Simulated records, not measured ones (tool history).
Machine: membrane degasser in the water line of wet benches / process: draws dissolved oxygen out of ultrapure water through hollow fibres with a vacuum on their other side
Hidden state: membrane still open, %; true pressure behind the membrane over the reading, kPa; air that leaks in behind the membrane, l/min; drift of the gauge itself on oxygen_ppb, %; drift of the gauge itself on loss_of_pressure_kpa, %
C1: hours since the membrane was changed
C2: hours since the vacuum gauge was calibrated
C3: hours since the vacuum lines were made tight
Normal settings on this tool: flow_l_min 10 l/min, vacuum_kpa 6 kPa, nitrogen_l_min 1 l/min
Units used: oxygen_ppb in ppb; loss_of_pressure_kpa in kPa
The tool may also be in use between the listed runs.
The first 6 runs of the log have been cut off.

Run 7, hour 683.5: usual settings but vacuum_kpa 6.2 kPa; C1 3500; C2 4476; C3 6773. Result: oxygen_ppb 155.8 ppb, loss_of_pressure_kpa 45.78 kPa.
Run 8, hour 766.8: usual settings but vacuum_kpa 6.2 kPa, nitrogen_l_min 0.73 l/min; C1 3584; C2 4559; C3 6856. Result: oxygen_ppb 182.2 ppb, loss_of_pressure_kpa 45.76 kPa.
Run 9, hour 902.1: usual settings but vacuum_kpa 6.2 kPa, nitrogen_l_min 0.73 l/min; C1 3719; C2 4694; C3 6991. Result: oxygen_ppb 180.6 ppb, loss_of_pressure_kpa 45.9 kPa.
Run 10, hour 1011.4: usual settings; C1 3828; C2 4804; C3 7100. Result: oxygen_ppb 150.4 ppb, loss_of_pressure_kpa 45.85 kPa.
Run 11, hour 1117.3: usual settings; C1 3934; C2 4910; C3 7206. Result: oxygen_ppb 150.3 ppb, loss_of_pressure_kpa 46.16 kPa.
Run 12, hour 1254.2: usual settings; C1 4071; C2 5047; C3 7343. Result: oxygen_ppb 150.2 ppb, loss_of_pressure_kpa 46.15 kPa.
Run 13, hour 1318.3: usual settings but nitrogen_l_min 0.83 l/min; C1 4135; C2 5111; C3 7407. Result: oxygen_ppb 164.9 ppb, loss_of_pressure_kpa 45.9 kPa.
Run 14, hour 1447.2: usual settings but vacuum_kpa 4.1 kPa, nitrogen_l_min 0.83 l/min; C1 4264; C2 5240; C3 7536. Result: oxygen_ppb 113.9 ppb, loss_of_pressure_kpa 46.09 kPa.
Run 15, hour 1511.9: usual settings but vacuum_kpa 4.1 kPa, nitrogen_l_min 0.83 l/min; C1 4329; C2 5304; C3 7601. Result: oxygen_ppb 111.4 ppb, loss_of_pressure_kpa 45.88 kPa.
Run 16, hour 1584.9: usual settings but vacuum_kpa 4.1 kPa, nitrogen_l_min 0.83 l/min; C1 4402; C2 5377; C3 7674. Result: oxygen_ppb 111.3 ppb, loss_of_pressure_kpa 45.78 kPa.
Run 17, hour 1647.6: usual settings but vacuum_kpa 5.3 kPa, nitrogen_l_min 1.72 l/min; C1 4464; C2 5440; C3 7737. Result: oxygen_ppb 111.8 ppb, loss_of_pressure_kpa 46.04 kPa.
Run 18, hour 1746.1: usual settings but vacuum_kpa 5.3 kPa, nitrogen_l_min 1.89 l/min; C1 4563; C2 5538; C3 7835. Result: oxygen_ppb 107 ppb, loss_of_pressure_kpa 46.07 kPa.
Run 19, hour 1805.4: usual settings but vacuum_kpa 5.3 kPa, nitrogen_l_min 1.89 l/min; C1 4622; C2 5598; C3 7894. Result: oxygen_ppb 110.3 ppb, loss_of_pressure_kpa 45.82 kPa.
Run 20, hour 1873.3: usual settings but flow_l_min 15 l/min, vacuum_kpa 5.3 kPa, nitrogen_l_min 0.42 l/min; C1 4690; C2 5666; C3 7962. Result: oxygen_ppb 392 ppb, loss_of_pressure_kpa 69.05 kPa.
Run 21, hour 2008.9: usual settings but flow_l_min 15 l/min, vacuum_kpa 5.3 kPa, nitrogen_l_min 0.42 l/min; C1 4826; C2 5801; C3 8098. Result: oxygen_ppb 388.8 ppb, loss_of_pressure_kpa 69.48 kPa.
Run 22, hour 2141.8: usual settings but flow_l_min 15 l/min, vacuum_kpa 5.3 kPa, nitrogen_l_min 0.42 l/min; C1 4959; C2 5934; C3 8231. Result: oxygen_ppb 393.5 ppb, loss_of_pressure_kpa 68.96 kPa.
At hour 2155: vacuum gauge calibrated.
Run 23, hour 2215.7: usual settings but flow_l_min 16 l/min, vacuum_kpa 5.3 kPa, nitrogen_l_min 0.44 l/min; C1 5032; C2 61; C3 8304. Result: oxygen_ppb 414.8 ppb, loss_of_pressure_kpa 73.79 kPa.
Run 24, hour 2321.3: usual settings but flow_l_min 9 l/min, vacuum_kpa 8.79 kPa, nitrogen_l_min 2.52 l/min; C1 5138; C2 166; C3 8410. Result: oxygen_ppb 107.3 ppb, loss_of_pressure_kpa 41.44 kPa.
Run 25, hour 2459.8: usual settings but flow_l_min 8 l/min, vacuum_kpa 3.75 kPa, nitrogen_l_min 2.36 l/min; C1 5276; C2 305; C3 8548. Result: oxygen_ppb 43.5 ppb, loss_of_pressure_kpa 36.93 kPa.
Run 26, hour 2589.2: usual settings but flow_l_min 11 l/min, vacuum_kpa 4.18 kPa, nitrogen_l_min 1.62 l/min; C1 5406; C2 434; C3 8678. Result: oxygen_ppb 122.3 ppb, loss_of_pressure_kpa 50.59 kPa.
Run 27, hour 2732.4: usual settings but flow_l_min 11 l/min, vacuum_kpa 7.57 kPa, nitrogen_l_min 1.62 l/min; C1 5549; C2 577; C3 8821. Result: oxygen_ppb 173.6 ppb, loss_of_pressure_kpa 50.77 kPa.
Run 28, hour 2806.2: usual settings but flow_l_min 13 l/min, vacuum_kpa 7.57 kPa, nitrogen_l_min 1.62 l/min; C1 5623; C2 651; C3 8895. Result: oxygen_ppb 246.2 ppb, loss_of_pressure_kpa 60.03 kPa.
Run 29, hour 2882.8: usual settings but flow_l_min 7 l/min, vacuum_kpa 5.97 kPa, nitrogen_l_min 0.63 l/min; C1 5699; C2 728; C3 8971. Result: oxygen_ppb 102.5 ppb, loss_of_pressure_kpa 32.44 kPa.
Run 30, hour 2990.8: usual settings but flow_l_min 8 l/min, vacuum_kpa 5.97 kPa, nitrogen_l_min 0.63 l/min; C1 5807; C2 836; C3 9079. Result: oxygen_ppb 127.2 ppb, loss_of_pressure_kpa 36.73 kPa.
Run 31, hour 3123.7: usual settings but flow_l_min 8 l/min, vacuum_kpa 5.97 kPa, nitrogen_l_min 0.63 l/min; C1 5940; C2 969; C3 9212. Result: oxygen_ppb 127 ppb, loss_of_pressure_kpa 36.61 kPa.

Predict each of these 5 candidate next runs independently; none follows another, all start after run 31:
Run A, hour 3208.1: usual settings but vacuum_kpa 5.01 kPa; C1 6024; C2 1053; C3 9297. Result: oxygen_ppb ?, loss_of_pressure_kpa ?.
Run B, hour 3208.1: usual settings but flow_l_min 11 l/min, vacuum_kpa 12.27 kPa, nitrogen_l_min 0.91 l/min; C1 6024; C2 1053; C3 9297. Result: oxygen_ppb ?, loss_of_pressure_kpa ?.
Run C, hour 3208.1: usual settings but flow_l_min 8 l/min, vacuum_kpa 12.83 kPa, nitrogen_l_min 0.63 l/min; C1 6024; C2 1053; C3 9297. Result: oxygen_ppb ?, loss_of_pressure_kpa ?.
Run D, hour 3208.1: usual settings but flow_l_min 12 l/min, vacuum_kpa 5.97 kPa, nitrogen_l_min 0.44 l/min; C1 6024; C2 1053; C3 9297. Result: oxygen_ppb ?, loss_of_pressure_kpa ?.
Run E, hour 3208.1: usual settings but flow_l_min 7 l/min, vacuum_kpa 11.42 kPa; C1 6024; C2 1053; C3 9297. Result: oxygen_ppb ?, loss_of_pressure_kpa ?.

run  oxygen_ppb  loss_of_pressure_kpa
  A         125                 46.07
  B       356.8                 50.76
  C       333.3                 36.77
  D       286.5                 55.31
  E       170.2                  32.6
Without the tool's hidden state the same runs would have given:
run  oxygen_ppb  loss_of_pressure_kpa
  A       116.2                 45.46
  B       338.9                 50.09
  C       313.1                 36.29
  D       272.5                 54.59
  E       156.6                 32.18

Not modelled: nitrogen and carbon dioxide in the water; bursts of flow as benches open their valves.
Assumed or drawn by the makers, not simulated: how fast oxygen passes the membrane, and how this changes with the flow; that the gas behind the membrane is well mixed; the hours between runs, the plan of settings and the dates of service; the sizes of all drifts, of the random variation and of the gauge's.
